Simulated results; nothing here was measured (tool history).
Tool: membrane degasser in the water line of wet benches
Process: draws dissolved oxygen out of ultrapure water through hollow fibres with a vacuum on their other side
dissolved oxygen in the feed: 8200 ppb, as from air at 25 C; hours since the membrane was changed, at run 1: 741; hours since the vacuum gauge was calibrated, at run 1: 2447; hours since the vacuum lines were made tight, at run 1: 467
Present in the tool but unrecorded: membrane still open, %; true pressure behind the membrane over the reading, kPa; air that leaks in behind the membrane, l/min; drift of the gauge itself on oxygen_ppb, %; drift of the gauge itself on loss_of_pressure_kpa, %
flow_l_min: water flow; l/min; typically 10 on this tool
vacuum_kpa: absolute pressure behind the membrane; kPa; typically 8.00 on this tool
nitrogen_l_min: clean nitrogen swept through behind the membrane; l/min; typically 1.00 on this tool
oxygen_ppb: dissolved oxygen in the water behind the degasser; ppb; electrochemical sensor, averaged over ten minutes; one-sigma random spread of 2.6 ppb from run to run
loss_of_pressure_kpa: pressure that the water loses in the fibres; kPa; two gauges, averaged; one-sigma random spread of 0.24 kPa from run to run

run    hour  flow_l_min  vacuum_kpa  nitrogen_l_min  hours since the membrane was changed  hours since the vacuum gauge was calibrated  hours since the vacuum lines were made tight  oxygen_ppb  loss_of_pressure_kpa
  1     0.0          10        8.00            1.00                                   741                                         2447                                           467       256.6                 61.90
  2   109.8          10        8.00            1.00                                   851                                         2557                                           576       259.9                 61.73
  3   219.4          15        8.00            1.00                                   960                                         2666                                           686       402.6                 92.97
  4   273.1          15        9.58            1.00                                  1014                                         2720                                           740       445.5                 93.03
  5   345.0          15        9.58            1.00                                  1086                                         2792                                           812       436.4                 92.72
  6   428.9          15        9.58            1.00                                  1170                                         2876                                           895       446.3                 93.03
  7   479.7          15        9.58            1.00                                  1220                                         2927                                           946       447.1                 92.65
  8   534.0          11        8.00            1.00                                  1275                                         2981                                          1001       285.8                 67.78
  9   636.2           8        8.00            1.00                                  1377                                         3083                                          1103       196.0                 49.29
 10   728.4           8        8.00            1.00                                  1469                                         3175                                          1195       202.6                 49.64
 11   838.1           8        8.00            1.00                                  1579                                         3285                                          1305       200.8                 49.04
 12   892.5          10        8.00            1.00                                  1633                                         3340                                          1359       255.9                 61.69
 13   971.1          10       11.65            1.00                                  1712                                         3418                                          1438       334.3                 61.37
 14  1021.7          10        8.98            1.00                                  1762                                         3469                                          1488       281.8                 61.41
 15  1132.2          10        8.98            1.00                                  1873                                         3579                                          1599       273.5                 61.54
 16  1206.4          10        8.00            1.00                                  1947                                         3653                                          1673       255.6                 61.07
 17  1302.4           6        8.00            0.58                                  2043                                         3749                                          1769       186.7                 36.57
 18  1416.6          10        8.00            0.64                                  2157                                         3864                                          1883       306.5                 61.00
 19  1477.4          10        4.84            0.64                                  2218                                         3924                                          1944       208.0                 61.71
 20  1544.0          11        8.00            1.00                                  2285                                         3991                                          2011       284.3                 67.16
 21  1639.9           6       15.42            2.75                                  2381                                         4087                                          2106       140.7                 36.80
 22  1740.5           6        7.71            2.75                                  2481                                         4187                                          2207        96.7                 36.61
 23  1826.8           6        7.71            2.75                                  2567                                         4274                                          2293        96.4                 36.60
 24  1913.0           6        7.71            2.75                                  2654                                         4360                                          2380        98.3                 36.77
 25  2028.0          10       16.02            1.05                                  2769                                         4475                                          2495       428.8                 61.14
 26  2116.8          10        6.52            0.57                                  2858                                         4564                                          2583       271.8                 61.37
 27  2188.2          11       11.62            1.00                                  2929                                         4635                                          2655       367.3                 66.96
     2215.4  -- seals of the vacuum lines changed
 28  2264.1          11       15.48            1.35                                  3003                                         4709                                            49       390.3                 67.27
 29  2359.0           7        9.31            1.35                                  3098                                         4804                                           144       168.1                 42.52
 30  2453.7           7        9.31            1.35                                  3192                                         4899                                           238       168.2                 42.08
 31  2566.3           7        9.31            1.35                                  3305                                         5011                                           351       163.2                 42.51
 32  2655.9           9        9.31            1.35                                  3395                                         5101                                           441       223.3                 54.60

Per-run results on a tool with no hidden state, each run keeping its own random variation:
run  loss_of_pressure_kpa
  1                 61.89
  2                 61.77
  3                 93.10
  4                 93.20
  5                 92.94
  6                 93.30
  7                 92.96
  8                 68.03
  9                 49.51
 10                 49.90
 11                 49.33
 12                 62.08
 13                 61.79
 14                 61.85
 15                 62.04
 16                 61.60
 17                 36.91
 18                 61.62
 19                 62.36
 20                 67.91
 21                 37.23
 22                 37.07
 23                 37.08
 24                 37.28
 25                 62.02
 26                 62.30
 27                 68.01
 28                 68.36
 29                 43.25
 30                 42.83
 31                 43.30
 32                 55.65
oxygen_ppb: within 0.4 ppb of the measured result in every run.
